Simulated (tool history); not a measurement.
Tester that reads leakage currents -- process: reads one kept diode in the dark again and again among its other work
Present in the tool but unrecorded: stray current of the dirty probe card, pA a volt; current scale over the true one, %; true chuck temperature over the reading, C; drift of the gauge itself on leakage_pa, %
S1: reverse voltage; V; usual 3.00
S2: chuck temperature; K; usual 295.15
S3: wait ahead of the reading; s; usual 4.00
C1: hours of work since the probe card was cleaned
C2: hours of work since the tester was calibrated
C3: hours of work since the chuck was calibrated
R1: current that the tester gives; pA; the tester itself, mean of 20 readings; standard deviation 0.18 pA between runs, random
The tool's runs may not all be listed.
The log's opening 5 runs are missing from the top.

run	hour	S1	S2	S3	C1	C2	C3	R1
6	585.5	3.00	295.15	4.00	1799	154	305	59.20
7	673.2	2.33	295.15	4.00	1839	194	345	52.86
8	792.3	2.33	295.15	4.00	1894	249	399	53.15
9	885.1	3.00	295.15	4.00	1936	292	442	59.76
10	1051.7	3.00	295.15	4.00	2013	368	518	60.09
11	1150.6	3.00	295.15	4.00	2058	413	564	60.33
12	1236.0	3.00	295.15	4.00	2097	452	603	60.38
13	1333.3	3.00	321.15	4.00	2142	497	647	529.95
14	1460.2	3.00	321.15	4.00	2200	555	706	530.17
15	1593.4	3.00	321.15	4.00	2261	616	767	533.42
16	1698.4	4.73	321.15	4.00	2309	664	815	654.10
17	1877.8	4.73	321.15	4.00	2391	747	897	652.43
18	2012.0	4.73	321.15	4.00	2453	808	959	656.16
19	2133.6	3.00	296.15	0.56	2509	864	1014	68.69
# hour 2150.8: probe card cleaned and baked
20	2305.9	3.00	296.15	0.56	71	942	1092	69.65
21	2409.1	12.54	325.15	4.00	118	989	1139	1385.15
22	2492.4	12.54	325.15	4.00	157	1027	1177	1390.68
# hour 2594.3: probe card cleaned and baked, once more
23	2664.6	12.54	310.15	4.00	32	1105	1255	420.19
24	2777.1	12.54	310.15	4.00	84	1156	1307	424.16
25	2911.6	12.54	310.15	4.00	145	1218	1368	422.57
26	3067.1	12.54	310.15	4.00	217	1289	1440	424.00

Run 27, settings as shown, results not yet in. Your forecast:
# hour 3094.7: chuck's temperature calibrated
27	3187.9	17.72	311.15	1.16	271	1344	43	?

{"run 27": {"R1": 508.52}}
With no hidden state in the tool, this same run would have given R1 512.21 pA.

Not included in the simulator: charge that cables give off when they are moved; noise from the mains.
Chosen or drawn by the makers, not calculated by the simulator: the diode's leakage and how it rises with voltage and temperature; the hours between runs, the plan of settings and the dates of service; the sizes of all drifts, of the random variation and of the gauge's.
